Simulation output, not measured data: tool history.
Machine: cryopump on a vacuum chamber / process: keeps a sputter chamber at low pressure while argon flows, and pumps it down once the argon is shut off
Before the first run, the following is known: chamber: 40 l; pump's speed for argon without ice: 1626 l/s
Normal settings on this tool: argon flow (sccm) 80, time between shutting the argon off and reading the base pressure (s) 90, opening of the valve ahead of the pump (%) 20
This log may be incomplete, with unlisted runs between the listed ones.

run,day,argon flow (sccm),time between shutting the argon off and reading the base pressure (s),opening of the valve ahead of the pump (%),pressure while argon flows (Pa),pressure after the wait (uPa)
1,0.000,80,90,20,0.4342,1.91
2,2.204,80,90,20,0.4350,1.82
# day 5.062: pump warmed up, emptied and cooled again
3,5.975,80,90,20,0.4206,1.75
# day 7.517: leaking fittings of the chamber tightened, without venting
4,9.733,80,90,57,0.1507,0.82
5,13.525,80,90,57,0.1525,0.86
6,17.612,80,90,57,0.1550,0.92
7,21.121,80,42,20,0.4266,1.64
8,24.254,80,42,20,0.4312,1.65
9,27.438,80,90,17,0.5058,0.96
10,31.596,80,90,17,0.5091,0.97
11,33.762,80,272,28,0.3197,0.55
12,36.479,53,40,28,0.2120,1.77
# day 39.533: pump warmed up, emptied and cooled again
13,41.346,48,90,40,0.1269,0.96
14,44.400,48,90,40,0.1285,0.96
15,48.854,48,90,40,0.1310,0.99
16,51.742,48,90,40,0.1302,1.03
17,55.583,94,49,34,0.3012,1.57
18,59.708,94,49,34,0.3069,1.60
19,63.438,92,90,20,0.4990,1.06
20,67.296,35,147,52,0.0792,0.91

Alternative continuations, all from the tool just after run 20; predict every row:
A,69.733,60,42,52,?,?
B,69.733,47,45,35,?,?
C,69.733,64,90,23,?,?

run,pressure while argon flows (Pa),pressure after the wait (uPa)
A,0.1355,1.86
B,0.1534,1.78
C,0.3060,1.14
With the hidden condition removed and each run's random variation left untouched, the same runs would have given:
run,pressure while argon flows (Pa),pressure after the wait (uPa)
A,0.1185,1.52
B,0.1401,1.43
C,0.2879,0.80
